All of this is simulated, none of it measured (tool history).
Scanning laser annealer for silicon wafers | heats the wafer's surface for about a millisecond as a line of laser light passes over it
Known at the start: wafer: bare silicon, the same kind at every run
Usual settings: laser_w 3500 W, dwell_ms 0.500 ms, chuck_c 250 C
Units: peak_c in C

run 1 hour=0.0 | laser_w=3500 dwell_ms=0.500 chuck_c=250 | peak_c=1041
run 2 hour=29.7 | laser_w=3500 dwell_ms=0.500 chuck_c=250 | peak_c=1039
run 3 hour=63.7 | laser_w=3500 dwell_ms=0.500 chuck_c=250 | peak_c=1038
run 4 hour=92.0 | laser_w=3665 dwell_ms=0.500 chuck_c=250 | peak_c=1076
run 5 hour=133.2 | laser_w=3252 dwell_ms=0.500 chuck_c=250 | peak_c=977
run 6 hour=162.1 | laser_w=3252 dwell_ms=0.500 chuck_c=250 | peak_c=989
run 7 hour=186.4 | laser_w=3500 dwell_ms=0.500 chuck_c=250 | peak_c=1049
run 8 hour=206.1 | laser_w=3500 dwell_ms=0.500 chuck_c=250 | peak_c=1046
run 9 hour=236.5 | laser_w=3500 dwell_ms=0.500 chuck_c=250 | peak_c=1047
run 10 hour=268.4 | laser_w=3500 dwell_ms=0.500 chuck_c=250 | peak_c=1050
run 11 hour=307.0 | laser_w=3500 dwell_ms=0.500 chuck_c=250 | peak_c=1063
run 12 hour=339.2 | laser_w=3500 dwell_ms=0.500 chuck_c=250 | peak_c=1061
run 13 hour=364.3 | laser_w=3500 dwell_ms=0.500 chuck_c=250 | peak_c=1066
run 14 hour=398.6 | laser_w=3500 dwell_ms=0.466 chuck_c=250 | peak_c=1027
run 15 hour=439.8 | laser_w=3500 dwell_ms=0.466 chuck_c=250 | peak_c=1025
run 16 hour=459.3 | laser_w=3815 dwell_ms=0.548 chuck_c=250 | peak_c=1188
run 17 hour=479.0 | laser_w=3369 dwell_ms=0.525 chuck_c=285 | peak_c=1082
run 18 hour=515.8 | laser_w=3678 dwell_ms=0.500 chuck_c=239 | peak_c=1091
run 19 hour=541.7 | laser_w=3133 dwell_ms=0.500 chuck_c=257 | peak_c=971
run 20 hour=563.7 | laser_w=3133 dwell_ms=0.500 chuck_c=257 | peak_c=969
run 21 hour=595.8 | laser_w=3133 dwell_ms=0.500 chuck_c=257 | peak_c=966
run 22 hour=614.2 | laser_w=3748 dwell_ms=0.519 chuck_c=244 | peak_c=1132
run 23 hour=648.4 | laser_w=3748 dwell_ms=0.519 chuck_c=244 | peak_c=1131
run 24 hour=681.1 | laser_w=3021 dwell_ms=0.514 chuck_c=225 | peak_c=919
run 25 hour=705.4 | laser_w=3021 dwell_ms=0.514 chuck_c=225 | peak_c=914
run 26 hour=728.8 | laser_w=3007 dwell_ms=0.497 chuck_c=214 | peak_c=884

Taken out of this log: 2 entries between the listed runs. Where each belongs, and how the hidden state differs across it:
Between runs 5 and 6: optics aligned, line set to its width (hour 153.3)
  light that passes the window, % of a clean one's: 98.45 -> 98.39; laser's true power over the reading, %: 0.11 -> 0.1; width of the line over the set one, %: 4.26 -> 0.03
  measured less the result without the state, peak_c: -28 -> -13 C
Between runs 10 and 11: window over the wafer cleaned (hour 293.9)
  light that passes the window, % of a clean one's: 98.12 -> 99.96; laser's true power over the reading, %: 0.07 -> 0.06; width of the line over the set one, %: 0.33 -> 0.45
  measured less the result without the state, peak_c: -18 -> -2 C
